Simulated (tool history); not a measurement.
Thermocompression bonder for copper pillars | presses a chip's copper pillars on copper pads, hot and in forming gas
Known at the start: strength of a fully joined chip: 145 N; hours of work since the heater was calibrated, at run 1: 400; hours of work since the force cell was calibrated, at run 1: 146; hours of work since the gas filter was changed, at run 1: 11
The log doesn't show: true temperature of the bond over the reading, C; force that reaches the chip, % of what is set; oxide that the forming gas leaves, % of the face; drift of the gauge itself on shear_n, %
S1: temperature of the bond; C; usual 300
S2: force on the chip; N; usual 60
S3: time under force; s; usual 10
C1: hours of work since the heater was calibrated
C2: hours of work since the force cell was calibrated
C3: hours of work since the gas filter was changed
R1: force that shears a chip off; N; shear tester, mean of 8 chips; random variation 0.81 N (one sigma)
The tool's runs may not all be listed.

run,hour,S1,S2,S3,C1,C2,C3,R1
1,0.0,300,60,10,400,146,11,67.6
2,23.9,300,60,7,411,157,21,60.0
3,43.3,300,60,10,420,165,30,70.1
4,60.3,300,60,10,427,173,38,68.5
5,82.1,300,60,10,437,183,47,68.8
6,102.5,300,60,10,446,192,56,68.1
7,118.1,300,60,7,453,199,63,59.0
8,132.9,300,60,7,460,205,70,58.9
9,144.5,300,60,7,465,210,75,61.5
10,172.0,300,60,10,477,223,87,67.4
11,191.4,300,60,10,486,231,96,68.6
12,210.6,300,60,10,494,240,105,68.0
13,238.8,300,60,10,507,253,117,68.0
14,258.3,302,60,10,516,261,126,69.5
15,280.3,302,60,10,525,271,136,69.6
# hour 293.4: heater calibrated with a thermocouple chip
16,296.8,300,60,10,2,278,142,62.6
17,322.1,300,60,10,13,289,153,62.6
18,339.4,280,60,10,21,297,161,49.5
19,362.0,280,54,10,31,307,171,42.4
20,389.4,300,60,10,43,319,184,62.5
21,414.1,302,45,14,54,330,195,52.8
22,428.9,302,45,14,60,337,201,52.5
23,456.5,300,52,21,73,349,213,68.6
24,474.2,296,52,21,81,357,221,68.4
25,487.2,305,72,10,86,363,227,78.6
26,501.4,314,55,10,93,369,233,66.1
27,514.4,318,74,27,99,375,239,114.0
28,536.0,302,80,10,108,384,249,81.9
29,560.7,302,80,10,119,395,260,84.1
30,581.2,316,74,19,128,404,269,105.5
31,601.7,316,38,19,138,414,278,57.3
32,630.1,311,60,10,150,426,291,71.7
33,656.1,311,60,10,162,438,303,69.8
34,680.2,311,60,10,173,449,313,68.0
35,694.6,311,60,10,179,455,320,68.6
36,714.4,292,40,11,188,464,329,35.6
37,731.5,300,77,10,195,471,336,81.2
38,755.2,300,77,10,206,482,347,80.9
39,779.1,291,77,13,217,493,357,80.2
40,791.3,324,74,26,222,498,363,114.3

4 ways to go on from here, each from the tool as it stands after run 40. What would each give?
A,803.4,301,74,26,228,504,368,?
B,803.4,319,41,26,228,504,368,?
C,803.4,315,78,23,228,504,368,?
D,803.4,306,85,19,228,504,368,?

run,R1
A,101.1
B,69.4
C,109.3
D,104.4
Without the tool's hidden state the same runs would have given:
run,R1
A,106.0
B,71.7
C,115.6
D,109.9
